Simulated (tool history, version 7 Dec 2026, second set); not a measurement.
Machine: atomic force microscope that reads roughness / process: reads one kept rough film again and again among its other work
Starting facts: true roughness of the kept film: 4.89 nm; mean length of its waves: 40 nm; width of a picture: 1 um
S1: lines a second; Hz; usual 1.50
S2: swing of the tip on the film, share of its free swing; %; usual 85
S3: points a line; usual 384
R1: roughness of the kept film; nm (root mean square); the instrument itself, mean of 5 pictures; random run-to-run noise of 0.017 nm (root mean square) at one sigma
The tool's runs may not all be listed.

Run 1, hour 0.0: usual settings. Result: R1 4.216 nm (root mean square).
Run 2, hour 5.7: usual settings. Result: R1 4.160 nm (root mean square).
Run 3, hour 9.9: usual settings. Result: R1 4.144 nm (root mean square).
Run 4, hour 18.6: usual settings. Result: R1 4.074 nm (root mean square).
Run 5, hour 24.5: usual settings. Result: R1 4.045 nm (root mean square).
Run 6, hour 30.6: usual settings. Result: R1 3.981 nm (root mean square).
Run 7, hour 39.3: usual settings. Result: R1 3.949 nm (root mean square).
Run 8, hour 44.3: usual settings but S3 655. Result: R1 3.987 nm (root mean square).
Run 9, hour 51.1: usual settings but S3 501. Result: R1 3.888 nm (root mean square).
Run 10, hour 56.1: usual settings but S3 689. Result: R1 3.913 nm (root mean square).
Run 11, hour 64.7: usual settings but S3 689. Result: R1 3.818 nm (root mean square).
Run 12, hour 70.3: usual settings but S2 73 %. Result: R1 3.893 nm (root mean square).

Run 13 is up next; what results do you expect?
Run 13, hour 76.9: usual settings but S1 3.23 Hz, S2 71 %, S3 407. Result: R1 ?.

R1: 3.735 nm (root mean square)
Minus the tool's unlogged condition, the same run would have read R1 4.239 nm (root mean square).

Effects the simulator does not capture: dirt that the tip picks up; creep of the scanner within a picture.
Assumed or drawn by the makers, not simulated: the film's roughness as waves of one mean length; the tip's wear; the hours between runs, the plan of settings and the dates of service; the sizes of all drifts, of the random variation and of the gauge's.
